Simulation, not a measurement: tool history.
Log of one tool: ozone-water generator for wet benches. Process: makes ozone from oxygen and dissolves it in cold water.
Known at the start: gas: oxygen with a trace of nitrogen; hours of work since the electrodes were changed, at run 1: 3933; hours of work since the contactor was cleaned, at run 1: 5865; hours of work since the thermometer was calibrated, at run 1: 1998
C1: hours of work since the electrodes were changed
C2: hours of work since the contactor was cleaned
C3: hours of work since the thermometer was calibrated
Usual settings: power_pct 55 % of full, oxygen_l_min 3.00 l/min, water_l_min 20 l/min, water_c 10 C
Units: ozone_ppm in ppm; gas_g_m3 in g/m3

{"run": 1, "hour": 0.0, "power_pct": 55, "oxygen_l_min": 3.0, "water_l_min": 20, "water_c": 10, "C1": 3933, "C2": 5865, "C3": 1998, "ozone_ppm": 12.7, "gas_g_m3": 163.5}
{"hour": 43.0, "done": "contactor cleaned"}
{"run": 2, "hour": 90.9, "power_pct": 55, "oxygen_l_min": 3.0, "water_l_min": 20, "water_c": 10, "C1": 4003, "C2": 39, "C3": 2068, "ozone_ppm": 13.1, "gas_g_m3": 162.2}
{"run": 3, "hour": 214.0, "power_pct": 55, "oxygen_l_min": 3.0, "water_l_min": 20, "water_c": 10, "C1": 4103, "C2": 138, "C3": 2168, "ozone_ppm": 13.5, "gas_g_m3": 162.8}
{"run": 4, "hour": 310.1, "power_pct": 55, "oxygen_l_min": 3.0, "water_l_min": 20, "water_c": 10, "C1": 4180, "C2": 216, "C3": 2245, "ozone_ppm": 13.3, "gas_g_m3": 162.4}
{"run": 5, "hour": 414.4, "power_pct": 55, "oxygen_l_min": 3.0, "water_l_min": 20, "water_c": 10, "C1": 4265, "C2": 300, "C3": 2330, "ozone_ppm": 13.2, "gas_g_m3": 162.6}
{"run": 6, "hour": 520.0, "power_pct": 55, "oxygen_l_min": 3.0, "water_l_min": 20, "water_c": 10, "C1": 4350, "C2": 386, "C3": 2415, "ozone_ppm": 13.3, "gas_g_m3": 160.3}
{"run": 7, "hour": 593.9, "power_pct": 55, "oxygen_l_min": 3.34, "water_l_min": 20, "water_c": 10, "C1": 4410, "C2": 445, "C3": 2475, "ozone_ppm": 13.7, "gas_g_m3": 151.4}
{"run": 8, "hour": 703.3, "power_pct": 55, "oxygen_l_min": 3.34, "water_l_min": 20, "water_c": 15, "C1": 4498, "C2": 534, "C3": 2563, "ozone_ppm": 12.8, "gas_g_m3": 151.8}
{"run": 9, "hour": 770.7, "power_pct": 55, "oxygen_l_min": 3.0, "water_l_min": 30, "water_c": 10, "C1": 4553, "C2": 589, "C3": 2618, "ozone_ppm": 8.7, "gas_g_m3": 160.9}
{"run": 10, "hour": 837.1, "power_pct": 55, "oxygen_l_min": 3.0, "water_l_min": 20, "water_c": 10, "C1": 4607, "C2": 642, "C3": 2672, "ozone_ppm": 13.2, "gas_g_m3": 160.8}
{"run": 11, "hour": 961.8, "power_pct": 55, "oxygen_l_min": 3.67, "water_l_min": 20, "water_c": 10, "C1": 4707, "C2": 743, "C3": 2773, "ozone_ppm": 13.7, "gas_g_m3": 145.9}
{"run": 12, "hour": 1050.1, "power_pct": 55, "oxygen_l_min": 3.67, "water_l_min": 20, "water_c": 10, "C1": 4779, "C2": 814, "C3": 2844, "ozone_ppm": 13.5, "gas_g_m3": 145.7}
{"run": 13, "hour": 1112.3, "power_pct": 55, "oxygen_l_min": 3.67, "water_l_min": 20, "water_c": 10, "C1": 4829, "C2": 865, "C3": 2894, "ozone_ppm": 13.5, "gas_g_m3": 145.3}
{"run": 14, "hour": 1255.0, "power_pct": 55, "oxygen_l_min": 3.0, "water_l_min": 20, "water_c": 10, "C1": 4944, "C2": 980, "C3": 3010, "ozone_ppm": 13.0, "gas_g_m3": 160.0}
{"run": 15, "hour": 1317.8, "power_pct": 55, "oxygen_l_min": 3.0, "water_l_min": 20, "water_c": 10, "C1": 4995, "C2": 1031, "C3": 3060, "ozone_ppm": 13.2, "gas_g_m3": 160.3}
{"hour": 1364.5, "done": "water thermometer calibrated"}
{"run": 16, "hour": 1400.0, "power_pct": 55, "oxygen_l_min": 3.0, "water_l_min": 20, "water_c": 10, "C1": 5061, "C2": 1097, "C3": 29, "ozone_ppm": 12.8, "gas_g_m3": 160.1}
{"run": 17, "hour": 1489.5, "power_pct": 55, "oxygen_l_min": 3.0, "water_l_min": 20, "water_c": 10, "C1": 5134, "C2": 1169, "C3": 101, "ozone_ppm": 13.2, "gas_g_m3": 160.3}
{"run": 18, "hour": 1622.8, "power_pct": 93, "oxygen_l_min": 4.61, "water_l_min": 20, "water_c": 8, "C1": 5242, "C2": 1277, "C3": 209, "ozone_ppm": 19.2, "gas_g_m3": 169.9}
{"run": 19, "hour": 1691.9, "power_pct": 93, "oxygen_l_min": 4.61, "water_l_min": 20, "water_c": 8, "C1": 5297, "C2": 1333, "C3": 265, "ozone_ppm": 19.1, "gas_g_m3": 170.0}
{"run": 20, "hour": 1782.1, "power_pct": 93, "oxygen_l_min": 4.61, "water_l_min": 20, "water_c": 8, "C1": 5370, "C2": 1406, "C3": 338, "ozone_ppm": 19.1, "gas_g_m3": 168.7}
{"run": 21, "hour": 1882.8, "power_pct": 93, "oxygen_l_min": 4.61, "water_l_min": 20, "water_c": 8, "C1": 5452, "C2": 1487, "C3": 419, "ozone_ppm": 18.9, "gas_g_m3": 167.7}
{"run": 22, "hour": 1966.2, "power_pct": 51, "oxygen_l_min": 4.61, "water_l_min": 15, "water_c": 8, "C1": 5519, "C2": 1555, "C3": 487, "ozone_ppm": 17.4, "gas_g_m3": 122.6}
{"run": 23, "hour": 2103.8, "power_pct": 55, "oxygen_l_min": 3.0, "water_l_min": 13, "water_c": 13, "C1": 5631, "C2": 1666, "C3": 598, "ozone_ppm": 18.3, "gas_g_m3": 159.4}
{"run": 24, "hour": 2180.6, "power_pct": 85, "oxygen_l_min": 3.51, "water_l_min": 30, "water_c": 14, "C1": 5693, "C2": 1728, "C3": 660, "ozone_ppm": 11.0, "gas_g_m3": 186.6}
{"run": 25, "hour": 2265.1, "power_pct": 85, "oxygen_l_min": 3.51, "water_l_min": 30, "water_c": 14, "C1": 5761, "C2": 1797, "C3": 728, "ozone_ppm": 11.2, "gas_g_m3": 186.2}
{"run": 26, "hour": 2386.0, "power_pct": 88, "oxygen_l_min": 3.51, "water_l_min": 30, "water_c": 14, "C1": 5859, "C2": 1894, "C3": 826, "ozone_ppm": 11.1, "gas_g_m3": 188.4}
{"run": 27, "hour": 2475.6, "power_pct": 97, "oxygen_l_min": 3.0, "water_l_min": 20, "water_c": 11, "C1": 5931, "C2": 1967, "C3": 899, "ozone_ppm": 17.3, "gas_g_m3": 212.5}
{"run": 28, "hour": 2568.9, "power_pct": 51, "oxygen_l_min": 2.8, "water_l_min": 22, "water_c": 6, "C1": 6007, "C2": 2042, "C3": 974, "ozone_ppm": 11.4, "gas_g_m3": 156.7}
{"run": 29, "hour": 2647.1, "power_pct": 61, "oxygen_l_min": 2.8, "water_l_min": 22, "water_c": 6, "C1": 6070, "C2": 2106, "C3": 1037, "ozone_ppm": 12.4, "gas_g_m3": 173.2}
{"run": 30, "hour": 2748.3, "power_pct": 61, "oxygen_l_min": 2.8, "water_l_min": 22, "water_c": 6, "C1": 6152, "C2": 2187, "C3": 1119, "ozone_ppm": 12.7, "gas_g_m3": 172.5}
{"run": 31, "hour": 2880.2, "power_pct": 61, "oxygen_l_min": 2.8, "water_l_min": 27, "water_c": 6, "C1": 6258, "C2": 2294, "C3": 1226, "ozone_ppm": 10.0, "gas_g_m3": 174.1}
{"run": 32, "hour": 2987.7, "power_pct": 61, "oxygen_l_min": 2.8, "water_l_min": 27, "water_c": 6, "C1": 6345, "C2": 2381, "C3": 1313, "ozone_ppm": 10.1, "gas_g_m3": 173.1}

Forecast each of these 5 alternatives for the next run:
{"run": "A", "hour": 3076.7, "power_pct": 65, "oxygen_l_min": 3.05, "water_l_min": 30, "water_c": 10, "C1": 6417, "C2": 2453, "C3": 1385, "ozone_ppm": "?", "gas_g_m3": "?"}
{"run": "B", "hour": 3076.7, "power_pct": 61, "oxygen_l_min": 2.8, "water_l_min": 27, "water_c": 11, "C1": 6417, "C2": 2453, "C3": 1385, "ozone_ppm": "?", "gas_g_m3": "?"}
{"run": "C", "hour": 3076.7, "power_pct": 61, "oxygen_l_min": 3.0, "water_l_min": 27, "water_c": 16, "C1": 6417, "C2": 2453, "C3": 1385, "ozone_ppm": "?", "gas_g_m3": "?"}
{"run": "D", "hour": 3076.7, "power_pct": 87, "oxygen_l_min": 3.0, "water_l_min": 20, "water_c": 12, "C1": 6417, "C2": 2453, "C3": 1385, "ozone_ppm": "?", "gas_g_m3": "?"}
{"run": "E", "hour": 3076.7, "power_pct": 61, "oxygen_l_min": 2.8, "water_l_min": 30, "water_c": 7, "C1": 6417, "C2": 2453, "C3": 1385, "ozone_ppm": "?", "gas_g_m3": "?"}

run=A ozone_ppm=9.3 gas_g_m3=170.7
run=B ozone_ppm=9.6 gas_g_m3=172.0
run=C ozone_ppm=9.5 gas_g_m3=166.9
run=D ozone_ppm=15.8 gas_g_m3=199.4
run=E ozone_ppm=8.8 gas_g_m3=171.9
Without the tool's hidden state the same runs would have given:
run=A ozone_ppm=10.5 gas_g_m3=189.9
run=B ozone_ppm=10.8 gas_g_m3=190.6
run=C ozone_ppm=10.7 gas_g_m3=184.9
run=D ozone_ppm=18.2 gas_g_m3=225.9
run=E ozone_ppm=9.9 gas_g_m3=190.5
